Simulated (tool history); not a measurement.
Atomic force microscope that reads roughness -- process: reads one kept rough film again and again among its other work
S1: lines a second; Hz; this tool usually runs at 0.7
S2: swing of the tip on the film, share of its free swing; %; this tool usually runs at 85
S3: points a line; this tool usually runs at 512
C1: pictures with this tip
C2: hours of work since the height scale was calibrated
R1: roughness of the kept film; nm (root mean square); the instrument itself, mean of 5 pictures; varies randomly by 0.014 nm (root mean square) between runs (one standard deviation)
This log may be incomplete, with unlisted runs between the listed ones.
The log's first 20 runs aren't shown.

run	hour	S1	S2	S3	C1	C2	R1
21	409.9	0.976	67	559	235	21	3.186
22	433.9	0.808	76	962	274	34	3.076
# hour 441.1: height scale calibrated on a step standard, once more
23	465.2	2.461	83	301	324	13	2.499
# hour 489: new tip fitted
24	491.5	1.646	56	983	4	27	3.642
25	508.6	1.718	87	512	33	37	2.961
26	537.3	3.306	58	512	80	53	3.297
27	566.9	3.306	57	547	129	69	3.259
28	581.6	3.306	57	547	153	77	3.236
29	609	3.306	77	547	198	92	2.654
30	640.4	3.445	84	512	250	109	2.322
31	664	3.445	84	831	289	122	2.32
32	692.8	3.445	84	831	336	138	2.253
# hour 710.2: new tip fitted
33	712	1.391	73	709	3	148	3.425
34	732.1	1.585	85	270	36	159	3.037
35	759.9	1.585	85	270	82	175	2.942
36	777.2	1.585	85	270	110	184	2.913
37	803.2	1.585	85	270	153	199	2.879
38	828.9	0.57	85	354	195	213	3.197

Here are 4 independent what-if runs from the current tool condition. What would each one return?
A	848.8	0.555	64	366	228	224	?
B	848.8	3.402	63	991	228	224	?
C	848.8	0.7	86	285	228	224	?
D	848.8	3.049	85	354	228	224	?

run	R1
A	3.316
B	2.977
C	3.086
D	2.419
Stripped of hidden state, with their random variation kept, the same runs would have yielded:
run	R1
A	3.704
B	3.325
C	3.446
D	2.703
